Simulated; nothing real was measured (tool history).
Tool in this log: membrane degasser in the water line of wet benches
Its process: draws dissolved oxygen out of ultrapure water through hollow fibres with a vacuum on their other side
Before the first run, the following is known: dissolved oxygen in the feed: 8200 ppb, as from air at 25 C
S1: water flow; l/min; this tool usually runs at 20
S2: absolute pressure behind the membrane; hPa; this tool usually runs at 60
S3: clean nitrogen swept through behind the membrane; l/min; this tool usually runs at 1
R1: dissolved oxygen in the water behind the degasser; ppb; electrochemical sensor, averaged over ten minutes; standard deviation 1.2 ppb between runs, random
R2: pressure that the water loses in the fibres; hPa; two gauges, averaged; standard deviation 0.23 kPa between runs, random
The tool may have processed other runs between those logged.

Run 1, hour 0: usual settings. Result: R1 141.6 ppb, R2 605.8 hPa.
Run 2, hour 35.3: usual settings. Result: R1 143.5 ppb, R2 602.3 hPa.
Run 3, hour 84: usual settings. Result: R1 141 ppb, R2 596.4 hPa.
Run 4, hour 136.5: usual settings. Result: R1 143.5 ppb, R2 598.8 hPa.
At hour 141.2: vacuum gauge calibrated.
Run 5, hour 181.1: usual settings but S2 77.3 hPa. Result: R1 219.8 ppb, R2 598.6 hPa.
Run 6, hour 235.5: usual settings but S3 1.06 l/min. Result: R1 136 ppb, R2 601.6 hPa.
Run 7, hour 289.5: usual settings but S3 1.06 l/min. Result: R1 139.3 ppb, R2 606.1 hPa.
Run 8, hour 333: usual settings but S1 16 l/min, S2 74.7 hPa, S3 0.45 l/min. Result: R1 311.7 ppb, R2 477.9 hPa.
At hour 346.3: vacuum gauge calibrated, once more.
Run 9, hour 369.8: usual settings but S1 16 l/min, S2 74.7 hPa, S3 0.45 l/min. Result: R1 308.5 ppb, R2 479.5 hPa.
Run 10, hour 400.4: usual settings but S1 28 l/min, S2 40 hPa, S3 1.15 l/min. Result: R1 96.4 ppb, R2 841.8 hPa.
Run 11, hour 442.8: usual settings but S1 28 l/min, S2 40 hPa, S3 1.15 l/min. Result: R1 97.1 ppb, R2 839.8 hPa.
Run 12, hour 470.9: usual settings but S1 28 l/min, S2 40 hPa, S3 1.15 l/min. Result: R1 95.9 ppb, R2 843.3 hPa.

What if the next run were any one of these 3? Each begins from the tool's condition after run 12:
Run A, hour 524.3: usual settings but S1 18 l/min, S3 1.71 l/min. Result: R1 ?, R2 ?.
Run B, hour 524.3: usual settings but S1 27 l/min, S2 40 hPa, S3 1.15 l/min. Result: R1 ?, R2 ?.
Run C, hour 524.3: usual settings but S1 15 l/min, S2 40 hPa, S3 1.15 l/min. Result: R1 ?, R2 ?.

run    R1     R2
  A  81.1  540.2
  B  89.9  813.7
  C  29.4    452
With no hidden state in the tool, these same runs would have given:
run    R1     R2
  A  78.5  532.5
  B  85.2  802.2
  C  27.9  445.6
